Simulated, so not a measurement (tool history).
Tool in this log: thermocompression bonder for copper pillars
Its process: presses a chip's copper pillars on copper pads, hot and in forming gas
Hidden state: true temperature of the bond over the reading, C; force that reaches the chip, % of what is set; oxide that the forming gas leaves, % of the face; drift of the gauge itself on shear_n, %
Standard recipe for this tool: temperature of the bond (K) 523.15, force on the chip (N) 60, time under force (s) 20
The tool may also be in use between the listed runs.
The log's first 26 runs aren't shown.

run	hour	temperature of the bond (K)	force on the chip (N)	time under force (s)	hours of work since the heater was calibrated	hours of work since the force cell was calibrated	hours of work since the gas filter was changed	force that shears a chip off (N)
27	201.5	523.15	60	40	378	24	9	84.9
28	210.6	523.15	60	40	385	31	16	83.5
29	218.6	530.15	78	18	392	38	22	86.4
30	223.0	545.15	38	22	395	41	26	66.7
31	230.0	545.15	38	22	400	47	31	67.0
# hour 236.4: force cell calibrated, once more
32	238.6	545.15	38	22	406	2	37	71.8
33	243.1	538.15	61	20	409	5	40	86.2
34	249.4	543.15	60	20	414	10	45	92.5
35	259.2	545.15	65	53	422	18	52	118.5
36	264.2	539.15	83	30	426	22	56	114.0
37	271.7	505.15	83	44	432	27	62	86.0
38	281.3	505.15	83	44	439	35	70	87.6
39	292.1	530.15	46	44	447	43	78	81.3

3 options for the next run, each taken on its own from the tool as it stands now. Forecast them:
A	300.0	523.15	60	35	453	49	84	?
B	300.0	541.15	60	42	453	49	84	?
C	300.0	522.15	68	39	453	49	84	?

run	force that shears a chip off (N)
A	83.5
B	105.0
C	91.3
Without the tool's hidden state the same runs would have given:
run	force that shears a chip off (N)
A	87.7
B	109.6
C	95.6

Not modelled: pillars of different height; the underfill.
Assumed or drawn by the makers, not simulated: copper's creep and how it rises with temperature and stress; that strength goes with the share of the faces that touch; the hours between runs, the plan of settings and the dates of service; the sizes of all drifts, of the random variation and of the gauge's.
